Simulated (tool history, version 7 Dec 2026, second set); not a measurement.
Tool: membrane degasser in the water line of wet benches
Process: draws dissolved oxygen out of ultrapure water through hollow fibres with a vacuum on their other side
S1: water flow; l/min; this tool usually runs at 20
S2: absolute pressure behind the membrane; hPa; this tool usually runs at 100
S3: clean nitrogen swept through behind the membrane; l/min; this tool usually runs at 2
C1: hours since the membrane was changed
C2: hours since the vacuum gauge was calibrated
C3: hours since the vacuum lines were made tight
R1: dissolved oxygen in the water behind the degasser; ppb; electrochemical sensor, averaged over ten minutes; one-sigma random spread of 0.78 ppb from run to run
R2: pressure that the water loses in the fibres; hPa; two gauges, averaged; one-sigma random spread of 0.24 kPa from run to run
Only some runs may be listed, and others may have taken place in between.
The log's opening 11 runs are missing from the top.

{"run": 12, "hour": 810.3, "S1": 20, "S2": 100, "S3": 2, "C1": 2582, "C2": 2582, "C3": 2386, "R1": 168.1, "R2": 650.7}
{"run": 13, "hour": 865.4, "S1": 20, "S2": 100, "S3": 2, "C1": 2637, "C2": 2637, "C3": 2441, "R1": 167.4, "R2": 650.8}
{"run": 14, "hour": 933.1, "S1": 20, "S2": 100, "S3": 2, "C1": 2705, "C2": 2705, "C3": 2509, "R1": 167.8, "R2": 649.2}
{"run": 15, "hour": 1018.9, "S1": 20, "S2": 100, "S3": 2, "C1": 2791, "C2": 2791, "C3": 2595, "R1": 168, "R2": 651.6}
{"run": 16, "hour": 1090.7, "S1": 20, "S2": 100, "S3": 2, "C1": 2862, "C2": 2862, "C3": 2667, "R1": 166.5, "R2": 650.2}
{"run": 17, "hour": 1164.8, "S1": 20, "S2": 100, "S3": 2, "C1": 2937, "C2": 2937, "C3": 2741, "R1": 168.6, "R2": 652}
{"run": 18, "hour": 1215.5, "S1": 19, "S2": 236, "S3": 2, "C1": 2987, "C2": 2987, "C3": 2791, "R1": 452.4, "R2": 615.6}
{"run": 19, "hour": 1303.9, "S1": 19, "S2": 216, "S3": 2.65, "C1": 3076, "C2": 3076, "C3": 2880, "R1": 317.3, "R2": 614.1}
{"run": 20, "hour": 1369.3, "S1": 19, "S2": 216, "S3": 2.65, "C1": 3141, "C2": 3141, "C3": 2945, "R1": 317.5, "R2": 617.1}
{"run": 21, "hour": 1424.3, "S1": 19, "S2": 216, "S3": 2.65, "C1": 3196, "C2": 3196, "C3": 3000, "R1": 317.5, "R2": 616.3}
{"run": 22, "hour": 1505.6, "S1": 32, "S2": 84, "S3": 1.37, "C1": 3277, "C2": 3277, "C3": 3082, "R1": 288.9, "R2": 1045.9}
{"run": 23, "hour": 1564.3, "S1": 32, "S2": 84, "S3": 1.37, "C1": 3336, "C2": 3336, "C3": 3140, "R1": 285.9, "R2": 1039.8}
{"run": 24, "hour": 1628.6, "S1": 31, "S2": 100, "S3": 0.86, "C1": 3400, "C2": 3400, "C3": 3205, "R1": 505.1, "R2": 1015.2}
{"run": 25, "hour": 1704.4, "S1": 17, "S2": 135, "S3": 1.99, "C1": 3476, "C2": 3476, "C3": 3280, "R1": 215.3, "R2": 552.7}
{"run": 26, "hour": 1764.4, "S1": 13, "S2": 165, "S3": 2, "C1": 3536, "C2": 3536, "C3": 3340, "R1": 212.8, "R2": 424.3}
{"run": 27, "hour": 1857.3, "S1": 18, "S2": 100, "S3": 1.81, "C1": 3629, "C2": 3629, "C3": 3433, "R1": 167.1, "R2": 586.3}
{"run": 28, "hour": 1922.7, "S1": 20, "S2": 79, "S3": 2, "C1": 3694, "C2": 3694, "C3": 3499, "R1": 121.8, "R2": 653.6}
{"run": 29, "hour": 2015.5, "S1": 16, "S2": 194, "S3": 2, "C1": 3787, "C2": 3787, "C3": 3591, "R1": 312.3, "R2": 521.6}
{"hour": 2113.6, "done": "vacuum gauge calibrated"}
{"run": 30, "hour": 2113.6, "S1": 15, "S2": 194, "S3": 4.63, "C1": 3885, "C2": 0, "C3": 3689, "R1": 131.8, "R2": 490.2}
{"run": 31, "hour": 2198.2, "S1": 25, "S2": 100, "S3": 3.03, "C1": 3969, "C2": 85, "C3": 3774, "R1": 142.7, "R2": 821.5}
{"run": 32, "hour": 2285.7, "S1": 25, "S2": 100, "S3": 3.03, "C1": 4057, "C2": 172, "C3": 3861, "R1": 142.9, "R2": 817.3}

3 options for the next run, each taken on its own from the tool as it stands now. Forecast them:
{"run": "A", "hour": 2367.9, "S1": 29, "S2": 69, "S3": 1.5, "C1": 4139, "C2": 254, "C3": 3943, "R1": "?", "R2": "?"}
{"run": "B", "hour": 2367.9, "S1": 20, "S2": 100, "S3": 3.95, "C1": 4139, "C2": 254, "C3": 3943, "R1": "?", "R2": "?"}
{"run": "C", "hour": 2367.9, "S1": 14, "S2": 205, "S3": 2, "C1": 4139, "C2": 254, "C3": 3943, "R1": "?", "R2": "?"}

run=A R1=171.9 R2=949
run=B R1=88.4 R2=652.8
run=C R1=289.4 R2=454.8
What these runs would have given with no unlogged condition in the tool:
run=A R1=170.1 R2=926.8
run=B R1=86.7 R2=637.4
run=C R1=283.8 R2=444.1
